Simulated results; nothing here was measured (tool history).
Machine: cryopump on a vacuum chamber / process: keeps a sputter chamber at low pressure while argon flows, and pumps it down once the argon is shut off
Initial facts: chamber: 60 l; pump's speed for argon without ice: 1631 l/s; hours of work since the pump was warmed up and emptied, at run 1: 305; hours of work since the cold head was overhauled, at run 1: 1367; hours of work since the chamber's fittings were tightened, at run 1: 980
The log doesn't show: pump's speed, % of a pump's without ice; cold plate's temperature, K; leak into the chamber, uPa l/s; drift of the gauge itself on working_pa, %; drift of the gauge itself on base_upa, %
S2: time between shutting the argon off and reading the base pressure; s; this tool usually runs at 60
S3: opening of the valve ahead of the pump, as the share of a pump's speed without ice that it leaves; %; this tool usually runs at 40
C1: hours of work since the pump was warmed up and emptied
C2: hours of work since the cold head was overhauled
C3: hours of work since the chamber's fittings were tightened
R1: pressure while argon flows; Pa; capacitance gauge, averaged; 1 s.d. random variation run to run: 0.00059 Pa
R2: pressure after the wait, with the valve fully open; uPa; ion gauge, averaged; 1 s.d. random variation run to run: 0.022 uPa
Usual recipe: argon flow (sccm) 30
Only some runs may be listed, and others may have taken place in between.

run 1 day=0.000 | argon_flow_(sccm)=30 S2=60 S3=40 | C1=305 C2=1367 C3=980 | R1=0.0887 R2=1.39
run 2 day=1.129 | argon_flow_(sccm)=30 S2=60 S3=40 | C1=326 C2=1388 C3=1001 | R1=0.0902 R2=1.38
-- day=1.550 pump warmed up, emptied and cooled again
run 3 day=3.062 | argon_flow_(sccm)=30 S2=60 S3=47 | C1=28 C2=1419 C3=1032 | R1=0.0672 R2=1.18
run 4 day=4.950 | argon_flow_(sccm)=30 S2=60 S3=47 | C1=62 C2=1454 C3=1067 | R1=0.0681 R2=1.18
run 5 day=7.217 | argon_flow_(sccm)=30 S2=60 S3=47 | C1=104 C2=1495 C3=1108 | R1=0.0692 R2=1.26
run 6 day=9.708 | argon_flow_(sccm)=30 S2=60 S3=47 | C1=149 C2=1541 C3=1154 | R1=0.0712 R2=1.32
run 7 day=12.225 | argon_flow_(sccm)=30 S2=60 S3=47 | C1=195 C2=1587 C3=1200 | R1=0.0733 R2=1.43
-- day=14.167 leaking fittings of the chamber tightened, without venting
run 8 day=14.888 | argon_flow_(sccm)=30 S2=60 S3=47 | C1=243 C2=1634 C3=13 | R1=0.0762 R2=0.73
run 9 day=16.450 | argon_flow_(sccm)=30 S2=60 S3=20 | C1=271 C2=1663 C3=42 | R1=0.1665 R2=0.76
run 10 day=18.538 | argon_flow_(sccm)=30 S2=60 S3=20 | C1=310 C2=1701 C3=80 | R1=0.1680 R2=0.85
-- day=19.733 pump warmed up, emptied and cooled again
run 11 day=21.417 | argon_flow_(sccm)=30 S2=60 S3=20 | C1=31 C2=1750 C3=129 | R1=0.1562 R2=0.75
run 12 day=22.888 | argon_flow_(sccm)=26 S2=29 S3=30 | C1=58 C2=1777 C3=156 | R1=0.0912 R2=1.32
run 13 day=24.992 | argon_flow_(sccm)=21 S2=20 S3=30 | C1=96 C2=1816 C3=194 | R1=0.0751 R2=1.77
run 14 day=27.062 | argon_flow_(sccm)=53 S2=124 S3=21 | C1=134 C2=1853 C3=232 | R1=0.2681 R2=0.59
run 15 day=28.892 | argon_flow_(sccm)=53 S2=212 S3=49 | C1=168 C2=1887 C3=266 | R1=0.1226 R2=0.50
run 16 day=31.267 | argon_flow_(sccm)=12 S2=21 S3=23 | C1=211 C2=1930 C3=309 | R1=0.0573 R2=1.81
run 17 day=33.267 | argon_flow_(sccm)=30 S2=22 S3=34 | C1=248 C2=1967 C3=346 | R1=0.0982 R2=1.79
run 18 day=34.438 | argon_flow_(sccm)=30 S2=23 S3=34 | C1=269 C2=1988 C3=367 | R1=0.1008 R2=1.80
run 19 day=36.438 | argon_flow_(sccm)=26 S2=97 S3=58 | C1=306 C2=2025 C3=404 | R1=0.0561 R2=0.81
-- day=37.796 pump warmed up, emptied and cooled again
run 20 day=38.842 | argon_flow_(sccm)=26 S2=48 S3=17 | C1=19 C2=2065 C3=444 | R1=0.1599 R2=1.02
run 21 day=41.371 | argon_flow_(sccm)=46 S2=37 S3=40 | C1=65 C2=2112 C3=490 | R1=0.1226 R2=1.25

A few steps of R1 between consecutive runs. Split each: what settings, incoming material and random variation would produce without the hidden state, and what is left over for the hidden state, along with gauge scatter present in only one of the two compared results (measured, and without hidden state):
Run 2 -> 3: S3 40 -> 47, pump warmed up, emptied and cooled again. R1 -0.0230 Pa: hidden state -0.0111, all else -0.0119.
Run 10 -> 11: pump warmed up, emptied and cooled again. R1 -0.0118 Pa: hidden state -0.0111, all else -0.0007.
Run 13 -> 14: argon flow (sccm) 21 -> 53, S2 20 -> 124, S3 30 -> 21. R1 +0.1930 Pa: hidden state +0.0057, all else +0.1873.
Run 14 -> 15: S2 124 -> 212, S3 21 -> 49. R1 -0.1455 Pa: hidden state +0.0020, all else -0.1475.

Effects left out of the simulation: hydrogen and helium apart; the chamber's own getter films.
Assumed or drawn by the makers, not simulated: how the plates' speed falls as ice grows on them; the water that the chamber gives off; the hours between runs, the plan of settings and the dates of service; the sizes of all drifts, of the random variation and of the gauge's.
